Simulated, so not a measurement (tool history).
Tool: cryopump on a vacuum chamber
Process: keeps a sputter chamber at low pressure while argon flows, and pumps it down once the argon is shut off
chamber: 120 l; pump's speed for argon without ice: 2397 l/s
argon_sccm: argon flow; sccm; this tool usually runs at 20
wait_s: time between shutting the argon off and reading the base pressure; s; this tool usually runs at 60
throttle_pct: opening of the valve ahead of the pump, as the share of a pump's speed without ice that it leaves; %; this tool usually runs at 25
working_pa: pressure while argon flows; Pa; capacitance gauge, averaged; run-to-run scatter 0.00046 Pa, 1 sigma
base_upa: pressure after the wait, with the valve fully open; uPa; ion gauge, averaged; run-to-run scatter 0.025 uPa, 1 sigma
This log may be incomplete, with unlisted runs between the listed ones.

run 1 hour=0 | argon_sccm=20 wait_s=60 throttle_pct=25 | working_pa=0.0596 base_upa=1.13
run 2 hour=32.3 | argon_sccm=20 wait_s=60 throttle_pct=48 | working_pa=0.0325 base_upa=1.16
run 3 hour=66.9 | argon_sccm=20 wait_s=60 throttle_pct=25 | working_pa=0.0601 base_upa=1.18
run 4 hour=82.1 | argon_sccm=20 wait_s=60 throttle_pct=25 | working_pa=0.0598 base_upa=1.13
run 5 hour=111.7 | argon_sccm=20 wait_s=60 throttle_pct=25 | working_pa=0.0605 base_upa=1.14
run 6 hour=130.4 | argon_sccm=20 wait_s=60 throttle_pct=38 | working_pa=0.0416 base_upa=1.18
run 7 hour=163.4 | argon_sccm=20 wait_s=60 throttle_pct=38 | working_pa=0.0426 base_upa=1.22
run 8 hour=188.4 | argon_sccm=20 wait_s=60 throttle_pct=38 | working_pa=0.0418 base_upa=1.2
run 9 hour=222.1 | argon_sccm=20 wait_s=22 throttle_pct=38 | working_pa=0.0418 base_upa=2.79
run 10 hour=237.1 | argon_sccm=20 wait_s=22 throttle_pct=38 | working_pa=0.0428 base_upa=2.78
-- hour=270.5 pump warmed up, emptied and cooled again
run 11 hour=279.1 | argon_sccm=20 wait_s=22 throttle_pct=38 | working_pa=0.0373 base_upa=2.7
run 12 hour=315.7 | argon_sccm=20 wait_s=60 throttle_pct=25 | working_pa=0.057 base_upa=1.18
run 13 hour=338 | argon_sccm=20 wait_s=60 throttle_pct=25 | working_pa=0.0572 base_upa=1.2
run 14 hour=367.4 | argon_sccm=20 wait_s=60 throttle_pct=25 | working_pa=0.0572 base_upa=1.24
run 15 hour=402.2 | argon_sccm=20 wait_s=60 throttle_pct=25 | working_pa=0.0572 base_upa=1.22
run 16 hour=431.7 | argon_sccm=20 wait_s=60 throttle_pct=25 | working_pa=0.0572 base_upa=1.21
run 17 hour=460.9 | argon_sccm=20 wait_s=60 throttle_pct=25 | working_pa=0.0573 base_upa=1.26

Run 18 is up next; what results do you expect?
run 18 hour=496.7 | argon_sccm=20 wait_s=60 throttle_pct=25 | working_pa=? base_upa=?

Run 18 yielded working_pa 0.0587 Pa, base_upa 1.3 uPa.
If the tool had no hidden condition, the same run with the same run-to-run variation would have returned working_pa 0.0574 Pa, base_upa 1.07 uPa.

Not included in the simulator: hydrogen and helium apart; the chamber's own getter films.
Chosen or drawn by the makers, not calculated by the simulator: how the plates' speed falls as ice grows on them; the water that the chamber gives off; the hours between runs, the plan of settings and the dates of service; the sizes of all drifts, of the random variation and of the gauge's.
